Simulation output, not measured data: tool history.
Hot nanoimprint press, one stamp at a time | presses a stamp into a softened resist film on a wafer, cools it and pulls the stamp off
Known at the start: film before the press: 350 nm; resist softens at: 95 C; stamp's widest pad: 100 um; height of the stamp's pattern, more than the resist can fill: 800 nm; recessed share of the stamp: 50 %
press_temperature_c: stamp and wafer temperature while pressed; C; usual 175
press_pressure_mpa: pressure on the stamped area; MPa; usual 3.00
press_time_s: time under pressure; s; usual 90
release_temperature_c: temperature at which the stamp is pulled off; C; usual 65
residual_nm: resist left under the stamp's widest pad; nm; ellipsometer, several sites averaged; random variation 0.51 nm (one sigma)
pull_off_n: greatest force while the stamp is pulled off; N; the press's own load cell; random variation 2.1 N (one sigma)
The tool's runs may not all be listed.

Run 1, hour 0.0: usual settings. Result: residual_nm 160.0 nm, pull_off_n 91 N.
Run 2, hour 15.4: usual settings. Result: residual_nm 159.4 nm, pull_off_n 90 N.
Run 3, hour 34.3: usual settings. Result: residual_nm 160.7 nm, pull_off_n 94 N.
Run 4, hour 43.4: usual settings but press_temperature_c 168 C. Result: residual_nm 187.1 nm, pull_off_n 94 N.
Run 5, hour 52.6: usual settings but press_temperature_c 168 C. Result: residual_nm 186.4 nm, pull_off_n 98 N.
Run 6, hour 61.0: usual settings but press_pressure_mpa 3.73 MPa. Result: residual_nm 141.9 nm, pull_off_n 94 N.
Run 7, hour 80.0: usual settings but press_pressure_mpa 3.73 MPa. Result: residual_nm 143.3 nm, pull_off_n 91 N.
Run 8, hour 96.0: usual settings but press_temperature_c 167 C. Result: residual_nm 191.7 nm, pull_off_n 93 N.
At hour 114.8: plate thermocouple calibrated.
Run 9, hour 117.3: usual settings but press_temperature_c 167 C, press_pressure_mpa 4.23 MPa. Result: residual_nm 161.9 nm, pull_off_n 95 N.
Run 10, hour 127.0: usual settings but release_temperature_c 54 C. Result: residual_nm 158.7 nm, pull_off_n 99 N.
Run 11, hour 137.0: usual settings but press_pressure_mpa 2.51 MPa. Result: residual_nm 172.0 nm, pull_off_n 92 N.
Run 12, hour 151.7: usual settings but press_pressure_mpa 2.51 MPa. Result: residual_nm 172.5 nm, pull_off_n 89 N.
Run 13, hour 169.5: usual settings. Result: residual_nm 157.5 nm, pull_off_n 96 N.
Run 14, hour 183.1: usual settings. Result: residual_nm 157.5 nm, pull_off_n 95 N.
Run 15, hour 197.6: usual settings. Result: residual_nm 156.5 nm, pull_off_n 92 N.
At hour 208.4: gauge calibrated.
Run 16, hour 215.9: usual settings but press_temperature_c 186 C, press_pressure_mpa 2.58 MPa. Result: residual_nm 135.7 nm, pull_off_n 93 N.
Run 17, hour 230.5: usual settings but press_temperature_c 176 C, press_time_s 122 s, release_temperature_c 55 C. Result: residual_nm 139.6 nm, pull_off_n 97 N.
Run 18, hour 247.8: usual settings but press_temperature_c 181 C, press_pressure_mpa 3.28 MPa. Result: residual_nm 133.5 nm, pull_off_n 93 N.
Run 19, hour 257.8: usual settings but press_pressure_mpa 2.85 MPa, press_time_s 177 s. Result: residual_nm 127.9 nm, pull_off_n 92 N.
Run 20, hour 267.8: usual settings but press_temperature_c 177 C, press_time_s 143 s. Result: residual_nm 127.8 nm, pull_off_n 90 N.

The next listed run, before its measurement:
Run 21, hour 276.9: usual settings but press_pressure_mpa 2.41 MPa, release_temperature_c 63 C. Result: residual_nm ?, pull_off_n ?.

{"run 21": {"residual_nm": 177.3, "pull_off_n": 93}}
Without the tool's hidden state the same run would have given residual_nm 178.3 nm, pull_off_n 92 N.

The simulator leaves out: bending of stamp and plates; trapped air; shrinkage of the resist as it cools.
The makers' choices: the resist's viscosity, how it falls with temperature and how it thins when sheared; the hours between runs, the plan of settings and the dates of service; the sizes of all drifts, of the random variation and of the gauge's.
